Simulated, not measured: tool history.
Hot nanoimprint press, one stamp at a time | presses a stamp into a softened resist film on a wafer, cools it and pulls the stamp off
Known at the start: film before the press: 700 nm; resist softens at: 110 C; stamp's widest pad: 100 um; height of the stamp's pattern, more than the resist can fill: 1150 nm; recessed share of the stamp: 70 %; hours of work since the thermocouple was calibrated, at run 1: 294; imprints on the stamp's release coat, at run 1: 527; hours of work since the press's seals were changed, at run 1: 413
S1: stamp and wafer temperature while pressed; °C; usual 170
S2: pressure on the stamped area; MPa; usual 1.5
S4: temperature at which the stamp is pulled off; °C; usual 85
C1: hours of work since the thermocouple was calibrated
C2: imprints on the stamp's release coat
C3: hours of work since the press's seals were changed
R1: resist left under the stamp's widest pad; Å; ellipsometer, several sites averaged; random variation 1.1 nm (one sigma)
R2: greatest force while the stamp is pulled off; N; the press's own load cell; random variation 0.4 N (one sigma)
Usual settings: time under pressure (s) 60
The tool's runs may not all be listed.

{"run": 1, "day": 0.0, "S1": 170, "S2": 1.5, "time under pressure (s)": 60, "S4": 85, "C1": 294, "C2": 527, "C3": 413, "R1": 3589, "R2": 91.6}
{"run": 2, "day": 0.625, "S1": 172, "S2": 1.5, "time under pressure (s)": 60, "S4": 85, "C1": 305, "C2": 570, "C3": 424, "R1": 3311, "R2": 91.6}
{"run": 3, "day": 1.292, "S1": 170, "S2": 1.5, "time under pressure (s)": 60, "S4": 77, "C1": 317, "C2": 616, "C3": 435, "R1": 3564, "R2": 105.2}
{"run": 4, "day": 1.829, "S1": 170, "S2": 1.5, "time under pressure (s)": 60, "S4": 85, "C1": 326, "C2": 653, "C3": 444, "R1": 3571, "R2": 92.4}
{"run": 5, "day": 2.608, "S1": 170, "S2": 1.5, "time under pressure (s)": 60, "S4": 85, "C1": 339, "C2": 707, "C3": 458, "R1": 3571, "R2": 91.1}
{"run": 6, "day": 2.962, "S1": 158, "S2": 1.07, "time under pressure (s)": 60, "S4": 84, "C1": 345, "C2": 731, "C3": 464, "R1": 5836, "R2": 93.4}
{"run": 7, "day": 3.496, "S1": 172, "S2": 1.85, "time under pressure (s)": 69, "S4": 88, "C1": 354, "C2": 768, "C3": 473, "R1": 2832, "R2": 85.8}
{"day": 3.933, "done": "stamp cleaned and given a new release coat"}
{"run": 8, "day": 4.542, "S1": 180, "S2": 1.5, "time under pressure (s)": 90, "S4": 85, "C1": 368, "C2": 42, "C3": 486, "R1": 2193, "R2": 91.9}
{"run": 9, "day": 4.95, "S1": 180, "S2": 1.5, "time under pressure (s)": 90, "S4": 85, "C1": 375, "C2": 70, "C3": 493, "R1": 2191, "R2": 91.2}
{"run": 10, "day": 5.375, "S1": 180, "S2": 1.07, "time under pressure (s)": 90, "S4": 85, "C1": 382, "C2": 99, "C3": 501, "R1": 2688, "R2": 91}

5 ways to go on from here, each from the tool as it stands after run 10. What would each give?
{"run": "A", "day": 6.054, "S1": 170, "S2": 2.36, "time under pressure (s)": 60, "S4": 85, "C1": 394, "C2": 146, "C3": 512, "R1": "?", "R2": "?"}
{"run": "B", "day": 6.054, "S1": 180, "S2": 1.11, "time under pressure (s)": 38, "S4": 83, "C1": 394, "C2": 146, "C3": 512, "R1": "?", "R2": "?"}
{"run": "C", "day": 6.054, "S1": 180, "S2": 1.07, "time under pressure (s)": 56, "S4": 85, "C1": 394, "C2": 146, "C3": 512, "R1": "?", "R2": "?"}
{"run": "D", "day": 6.054, "S1": 180, "S2": 1.07, "time under pressure (s)": 97, "S4": 78, "C1": 394, "C2": 146, "C3": 512, "R1": "?", "R2": "?"}
{"run": "E", "day": 6.054, "S1": 180, "S2": 2.35, "time under pressure (s)": 46, "S4": 81, "C1": 394, "C2": 146, "C3": 512, "R1": "?", "R2": "?"}

run=A R1=2790 R2=91.1
run=B R1=3482 R2=94.2
run=C R1=3137 R2=91.1
run=D R1=2595 R2=103.1
run=E R1=2134 R2=98.9
Without the tool's hidden state the same runs would have given:
run=A R1=2795 R2=91.2
run=B R1=3487 R2=94.2
run=C R1=3142 R2=91.1
run=D R1=2599 R2=103.1
run=E R1=2137 R2=99
